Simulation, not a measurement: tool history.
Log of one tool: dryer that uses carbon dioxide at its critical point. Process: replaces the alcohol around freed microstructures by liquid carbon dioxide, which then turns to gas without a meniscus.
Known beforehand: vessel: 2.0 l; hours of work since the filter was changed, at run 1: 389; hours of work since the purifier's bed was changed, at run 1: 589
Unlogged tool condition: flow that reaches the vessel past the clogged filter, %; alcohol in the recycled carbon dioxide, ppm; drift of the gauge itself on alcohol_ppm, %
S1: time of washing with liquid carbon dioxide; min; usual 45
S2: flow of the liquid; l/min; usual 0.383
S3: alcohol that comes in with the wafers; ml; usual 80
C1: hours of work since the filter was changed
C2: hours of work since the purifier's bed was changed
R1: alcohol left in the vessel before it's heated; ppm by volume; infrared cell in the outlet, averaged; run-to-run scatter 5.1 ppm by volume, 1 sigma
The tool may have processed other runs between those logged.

Run 1, day 0.000: usual settings; C1 389; C2 589. Result: R1 221 ppm by volume.
At day 1.104: inlet filter changed.
Run 2, day 1.104: usual settings; C1 0; C2 609. Result: R1 171 ppm by volume.
Run 3, day 2.350: usual settings; C1 24; C2 632. Result: R1 190 ppm by volume.
Run 4, day 3.733: usual settings but S2 0.237 l/min; C1 50; C2 659. Result: R1 940 ppm by volume.
Run 5, day 4.725: usual settings but S2 0.237 l/min; C1 69; C2 677. Result: R1 970 ppm by volume.
Run 6, day 5.929: usual settings but S2 0.237 l/min; C1 91; C2 700. Result: R1 991 ppm by volume.
Run 7, day 6.767: usual settings; C1 107; C2 716. Result: R1 215 ppm by volume.
Run 8, day 7.421: usual settings; C1 120; C2 729. Result: R1 201 ppm by volume.
Run 9, day 8.671: usual settings; C1 143; C2 752. Result: R1 212 ppm by volume.
Run 10, day 9.733: usual settings but S2 0.318 l/min; C1 164; C2 772. Result: R1 385 ppm by volume.
Run 11, day 10.792: usual settings but S2 0.318 l/min; C1 184; C2 792. Result: R1 387 ppm by volume.
Run 12, day 11.817: usual settings but S2 0.318 l/min; C1 203; C2 812. Result: R1 384 ppm by volume.
Run 13, day 13.204: usual settings but S2 0.318 l/min; C1 229; C2 838. Result: R1 405 ppm by volume.
Run 14, day 14.596: usual settings but S2 0.318 l/min; C1 256; C2 865. Result: R1 415 ppm by volume.
Run 15, day 15.508: usual settings but S2 0.547 l/min; C1 273; C2 882. Result: R1 168 ppm by volume.
Run 16, day 16.421: usual settings but S1 29 min, S2 0.547 l/min; C1 290; C2 899. Result: R1 314 ppm by volume.
Run 17, day 17.375: usual settings; C1 308; C2 917. Result: R1 264 ppm by volume.
Run 18, day 18.421: usual settings; C1 328; C2 937. Result: R1 268 ppm by volume.
Run 19, day 19.046: usual settings but S1 32 min; C1 340; C2 949. Result: R1 726 ppm by volume.
Run 20, day 20.267: usual settings but S1 32 min; C1 363; C2 972. Result: R1 732 ppm by volume.
Run 21, day 21.108: usual settings but S1 32 min, S2 0.241 l/min; C1 379; C2 988. Result: R1 3043 ppm by volume.
Run 22, day 22.154: usual settings but S1 32 min, S2 0.241 l/min; C1 399; C2 1008. Result: R1 3155 ppm by volume.
At day 22.754: inlet filter changed.
Run 23, day 23.021: usual settings but S1 32 min, S2 0.241 l/min; C1 5; C2 1023. Result: R1 2515 ppm by volume.
Run 24, day 24.171: usual settings but S1 51 min, S2 0.641 l/min, S3 74 ml; C1 27; C2 1045. Result: R1 193 ppm by volume.
Run 25, day 25.392: usual settings but S1 51 min, S2 0.641 l/min, S3 74 ml; C1 50; C2 1068. Result: R1 193 ppm by volume.
Run 26, day 26.158: usual settings but S1 51 min, S2 0.641 l/min, S3 74 ml; C1 65; C2 1083. Result: R1 191 ppm by volume.
Run 27, day 27.125: usual settings but S1 36 min, S2 0.641 l/min, S3 44 ml; C1 83; C2 1101. Result: R1 208 ppm by volume.
Run 28, day 28.138: usual settings but S1 53 min, S2 0.470 l/min, S3 110 ml; C1 102; C2 1120. Result: R1 215 ppm by volume.
Run 29, day 28.725: usual settings but S1 43 min, S2 0.603 l/min, S3 69 ml; C1 113; C2 1132. Result: R1 217 ppm by volume.
Run 30, day 29.754: usual settings but S1 43 min, S2 0.603 l/min, S3 69 ml; C1 133; C2 1151. Result: R1 208 ppm by volume.
Run 31, day 30.638: usual settings but S1 43 min, S2 0.603 l/min, S3 69 ml; C1 149; C2 1168. Result: R1 215 ppm by volume.
Run 32, day 32.042: usual settings but S1 70 min, S2 0.259 l/min, S3 24 ml; C1 176; C2 1194. Result: R1 238 ppm by volume.
Run 33, day 33.312: usual settings but S1 70 min, S2 0.259 l/min, S3 24 ml; C1 200; C2 1219. Result: R1 244 ppm by volume.
Run 34, day 33.892: usual settings but S2 0.570 l/min, S3 40 ml; C1 211; C2 1229. Result: R1 230 ppm by volume.
Run 35, day 35.279: usual settings but S2 0.570 l/min, S3 40 ml; C1 237; C2 1256. Result: R1 232 ppm by volume.
Run 36, day 36.462: usual settings but S2 0.570 l/min, S3 40 ml; C1 260; C2 1278. Result: R1 240 ppm by volume.
Run 37, day 37.508: usual settings but S1 32 min, S2 0.249 l/min, S3 79 ml; C1 280; C2 1298. Result: R1 2661 ppm by volume.
Run 38, day 38.829: usual settings but S2 0.421 l/min, S3 39 ml; C1 305; C2 1323. Result: R1 266 ppm by volume.
Run 39, day 39.629: usual settings but S2 0.421 l/min, S3 39 ml; C1 320; C2 1338. Result: R1 258 ppm by volume.
Run 40, day 40.321: usual settings but S1 28 min, S2 0.322 l/min; C1 333; C2 1351. Result: R1 1998 ppm by volume.
Run 41, day 40.888: usual settings but S1 29 min, S2 0.335 l/min, S3 119 ml; C1 344; C2 1362. Result: R1 2240 ppm by volume.
Run 42, day 41.600: usual settings but S1 38 min; C1 357; C2 1376. Result: R1 495 ppm by volume.
Run 43, day 42.392: usual settings but S2 0.428 l/min, S3 45 ml; C1 372; C2 1391. Result: R1 272 ppm by volume.
Run 44, day 43.458: usual settings but S2 0.428 l/min, S3 45 ml; C1 392; C2 1411. Result: R1 289 ppm by volume.
Run 45, day 44.025: usual settings but S1 36 min, S3 66 ml; C1 403; C2 1422. Result: R1 530 ppm by volume.
At day 44.333: inlet filter changed.
Run 46, day 44.862: usual settings but S1 68 min, S2 0.266 l/min, S3 60 ml; C1 10; C2 1437. Result: R1 303 ppm by volume.

Per-run results on a tool with no hidden state, each run keeping its own random variation:
run    R1
  1    69
  2    61
  3    73
  4   778
  5   790
  6   793
  7    73
  8    58
  9    67
 10   204
 11   199
 12   192
 13   198
 14   198
 15     5
 16   109
 17    67
 18    65
 19   404
 20   401
 21  2311
 22  2369
 23  2307
 24     5
 25     0
 26     0
 27     9
 28    13
 29    15
 30     4
 31     9
 32    20
 33    18
 34    13
 35     9
 36     4
 37  2065
 38    18
 39    15
 40  1406
 41  1560
 42   173
 43    17
 44    25
 45   186
 46    42
